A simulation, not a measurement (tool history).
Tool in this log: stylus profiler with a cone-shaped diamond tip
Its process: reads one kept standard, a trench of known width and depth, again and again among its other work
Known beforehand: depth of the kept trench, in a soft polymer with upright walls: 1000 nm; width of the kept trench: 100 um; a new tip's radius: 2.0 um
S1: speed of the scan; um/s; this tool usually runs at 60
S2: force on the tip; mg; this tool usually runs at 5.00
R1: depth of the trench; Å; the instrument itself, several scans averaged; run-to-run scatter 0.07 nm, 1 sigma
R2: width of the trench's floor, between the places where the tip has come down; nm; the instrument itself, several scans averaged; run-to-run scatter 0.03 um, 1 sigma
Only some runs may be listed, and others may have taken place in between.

run,hour,S1,S2,R1,R2
1,0.0,60,5.00,10168.1,95120
2,27.5,60,5.00,10167.7,95070
3,39.7,27,5.00,10168.3,95140
4,54.5,60,3.63,10135.6,95040
5,72.1,60,5.00,10167.7,95020
6,94.3,60,5.00,10167.3,94980
7,112.9,60,5.00,10168.0,94980
8,132.5,66,14.49,10342.7,95020
9,146.9,66,14.49,10343.9,94930
# hour 149.3: height scale calibrated on a step standard
10,161.8,17,8.80,10243.5,95050
11,190.9,17,8.80,10243.2,94980
12,204.9,92,2.79,10111.7,94680
13,225.0,55,5.34,10172.2,94890

Alternative continuations, all from the tool just after run 13; predict every row:
# hour 234.0: height scale calibrated on a step standard, once more
A,243.4,20,5.00,?,?
# hour 234.0: height scale calibrated on a step standard, once more
B,243.4,17,6.29,?,?
# hour 234.0: height scale calibrated on a step standard, once more
C,243.4,64,5.34,?,?
# hour 234.0: height scale calibrated on a step standard, once more
D,243.4,55,6.14,?,?

run,R1,R2
A,10168.5,94970
B,10198.3,94970
C,10176.0,94820
D,10195.3,94890
With no hidden state in the tool, these same runs would have given:
run,R1,R2
A,10168.7,96510
B,10198.5,96510
C,10176.2,96360
D,10195.5,96430
